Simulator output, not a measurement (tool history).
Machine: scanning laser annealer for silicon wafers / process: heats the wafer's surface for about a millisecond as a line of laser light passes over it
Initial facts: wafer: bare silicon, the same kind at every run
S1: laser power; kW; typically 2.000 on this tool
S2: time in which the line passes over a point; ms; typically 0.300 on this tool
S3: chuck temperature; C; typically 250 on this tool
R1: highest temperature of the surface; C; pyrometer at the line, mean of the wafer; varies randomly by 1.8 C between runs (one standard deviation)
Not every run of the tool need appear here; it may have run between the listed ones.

{"run": 1, "day": 0.0, "S1": 2.0, "S2": 0.3, "S3": 250, "R1": 969}
{"run": 2, "day": 0.246, "S1": 1.852, "S2": 0.3, "S3": 250, "R1": 896}
{"run": 3, "day": 0.458, "S1": 2.0, "S2": 0.3, "S3": 250, "R1": 964}
{"run": 4, "day": 0.767, "S1": 2.0, "S2": 0.3, "S3": 250, "R1": 967}
{"run": 5, "day": 1.104, "S1": 1.821, "S2": 0.3, "S3": 250, "R1": 884}
{"run": 6, "day": 1.404, "S1": 1.821, "S2": 0.3, "S3": 250, "R1": 881}
{"run": 7, "day": 1.754, "S1": 1.725, "S2": 0.3, "S3": 284, "R1": 873}
{"day": 1.896, "done": "laser's power meter calibrated"}
{"run": 8, "day": 2.075, "S1": 2.156, "S2": 0.322, "S3": 234, "R1": 1057}
{"run": 9, "day": 2.258, "S1": 2.084, "S2": 0.3, "S3": 265, "R1": 1016}
{"run": 10, "day": 2.562, "S1": 1.98, "S2": 0.3, "S3": 266, "R1": 969}
{"run": 11, "day": 2.762, "S1": 2.0, "S2": 0.341, "S3": 224, "R1": 992}
{"run": 12, "day": 2.95, "S1": 2.0, "S2": 0.308, "S3": 224, "R1": 947}

Below, some changes in R1 between adjacent runs. For each, the amount present without the hidden state too (settings, incoming material, random variation) and the amount remaining for the hidden state with gauge scatter not shared by both compared results:
The hidden state here: light that passes the window, % of a clean one's; laser's true power over the reading, %; width of the line over the set one, %; drift of the gauge itself on peak_c, C.
Run 7 -> 8: S1 1.725 -> 2.156, S2 0.300 -> 0.322, S3 284 -> 234, laser's power meter calibrated. R1 +184 C: hidden state -12, all else +196.
